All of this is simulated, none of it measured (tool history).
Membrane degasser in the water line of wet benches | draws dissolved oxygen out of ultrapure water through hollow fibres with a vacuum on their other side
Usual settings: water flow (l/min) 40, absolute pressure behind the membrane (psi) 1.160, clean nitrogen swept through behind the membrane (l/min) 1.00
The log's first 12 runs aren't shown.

| run | hour | water flow (l/min) | absolute pressure behind the membrane (psi) | clean nitrogen swept through behind the membrane (l/min) | dissolved oxygen in the water behind the degasser (ppb) | pressure that the water loses in the fibres (psi) |
|---|---|---|---|---|---|---|
| 13 | 465.4 | 40 | 1.160 | 0.60 | 561.3 | 8.359 |
| 14 | 522.2 | 40 | 1.160 | 0.60 | 567.1 | 8.306 |
| 15 | 569.4 | 40 | 1.160 | 0.60 | 567.1 | 8.289 |
| 16 | 593.7 | 40 | 1.160 | 0.60 | 563.2 | 8.293 |
| 17 | 641.0 | 40 | 1.160 | 0.60 | 563.6 | 8.347 |
| 18 | 694.1 | 35 | 0.748 | 0.60 | 229.1 | 7.265 |
| 19 | 733.6 | 27 | 0.748 | 1.58 | 84.0 | 5.639 |
|  | 737.1 | vacuum gauge calibrated |
| 20 | 783.8 | 31 | 0.748 | 2.96 | 55.4 | 6.453 |
| 21 | 817.1 | 31 | 0.748 | 2.96 | 54.6 | 6.411 |
| 22 | 861.2 | 32 | 0.748 | 2.35 | 70.4 | 6.678 |
| 23 | 913.6 | 33 | 1.160 | 1.00 | 335.2 | 6.859 |
| 24 | 967.5 | 40 | 1.150 | 0.53 | 616.2 | 8.289 |
| 25 | 994.7 | 29 | 1.268 | 2.52 | 154.0 | 6.044 |
| 26 | 1030.1 | 27 | 0.764 | 1.51 | 93.5 | 5.683 |
|  | 1033.6 | vacuum gauge calibrated, once more |
| 27 | 1078.3 | 26 | 2.075 | 1.51 | 418.8 | 5.462 |
| 28 | 1110.4 | 47 | 2.779 | 1.40 | 1001.0 | 9.787 |
| 29 | 1138.2 | 37 | 1.620 | 1.31 | 461.2 | 7.746 |
| 30 | 1165.4 | 40 | 1.160 | 1.18 | 331.5 | 8.379 |
| 31 | 1195.0 | 40 | 1.967 | 1.18 | 679.4 | 8.356 |
| 32 | 1251.0 | 40 | 0.946 | 2.06 | 147.3 | 8.298 |

Forecast each of these 3 alternatives for the next run:
| A | 1276.0 | 52 | 1.736 | 1.00 | ? | ? |
| B | 1276.0 | 40 | 1.314 | 2.34 | ? | ? |
| C | 1276.0 | 26 | 1.572 | 1.78 | ? | ? |

| run | dissolved oxygen in the water behind the degasser (ppb) | pressure that the water loses in the fibres (psi) |
|---|---|---|
| A | 810.9 | 10.849 |
| B | 226.4 | 8.392 |
| C | 252.3 | 5.426 |
Without the tool's hidden state the same runs would have given:
| run | dissolved oxygen in the water behind the degasser (ppb) | pressure that the water loses in the fibres (psi) |
|---|---|---|
| A | 807.7 | 10.727 |
| B | 224.6 | 8.298 |
| C | 250.4 | 5.365 |
